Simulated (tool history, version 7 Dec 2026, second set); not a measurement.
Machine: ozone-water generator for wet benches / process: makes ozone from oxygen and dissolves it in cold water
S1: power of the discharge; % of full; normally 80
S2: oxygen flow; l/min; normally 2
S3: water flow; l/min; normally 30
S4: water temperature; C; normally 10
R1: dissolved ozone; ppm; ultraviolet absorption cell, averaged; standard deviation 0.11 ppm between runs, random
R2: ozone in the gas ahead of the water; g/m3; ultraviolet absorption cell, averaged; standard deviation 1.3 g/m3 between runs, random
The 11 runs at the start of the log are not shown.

run    hour  S1    S2  S3  S4    R1     R2
 12   354.3  80     2  30  10   9.2    241
 13   378.9  80     2  30  10   9.3    240
 14   400.3  80     2  30  10   9.1  238.8
 15   440.2  80  2.84  30  10   9.8  187.8
 16   475.1  80  1.19  30  10   8.2  338.3
 17   513.8  80     2  30  10   9.2  240.6
 18     545  80     2  30  10   9.4  239.8
      556.8  -- contactor cleaned
 19   592.2  42     2  19  10  10.6  168.9
 20   635.5  80  1.12  20   6  13.2  353.6
 21     655  80     2  22  13  12.7  239.4
 22   695.6  67     2  42   6   5.5  218.8
 23   713.8  80     2  30  13   9.2  240.9
 24   744.9  80  2.12  30  10   9.3    229
 25   779.3  80  2.12  30  10   9.3  230.6
 26   821.5  80  1.16  36  12   6.6  342.2
 27   848.9  80  1.16  29  12   8.4  348.1
 28   889.8  80  3.48  29   9  10.4  164.7
 29   922.5  50  1.35  45  18   3.8  243.4
 30   952.6  80     2  24  11  11.8  237.8
 31   994.2  80     2  22  10    13  240.4
 32  1034.3  80     2  22  10  12.8  237.7
 33  1075.3  80     2  30   6   9.4  240.5

4 options for the next run, each taken on its own from the tool as it stands now. Forecast them:
  A  1105.7  47     2  30  10   ?   ?
  B  1105.7  79   3.6  30  10   ?   ?
  C  1105.7  80  2.57  30  10   ?   ?
  D  1105.7  80  1.07  36  12   ?   ?

run   R1     R2
  A  6.9  179.3
  B   10  159.7
  C  9.5  202.6
  D  6.3    363
Stripped of hidden state, with their random variation kept, the same runs would have yielded:
run   R1     R2
  A  6.9  179.3
  B   10  159.8
  C  9.5  202.7
  D  6.3  363.1

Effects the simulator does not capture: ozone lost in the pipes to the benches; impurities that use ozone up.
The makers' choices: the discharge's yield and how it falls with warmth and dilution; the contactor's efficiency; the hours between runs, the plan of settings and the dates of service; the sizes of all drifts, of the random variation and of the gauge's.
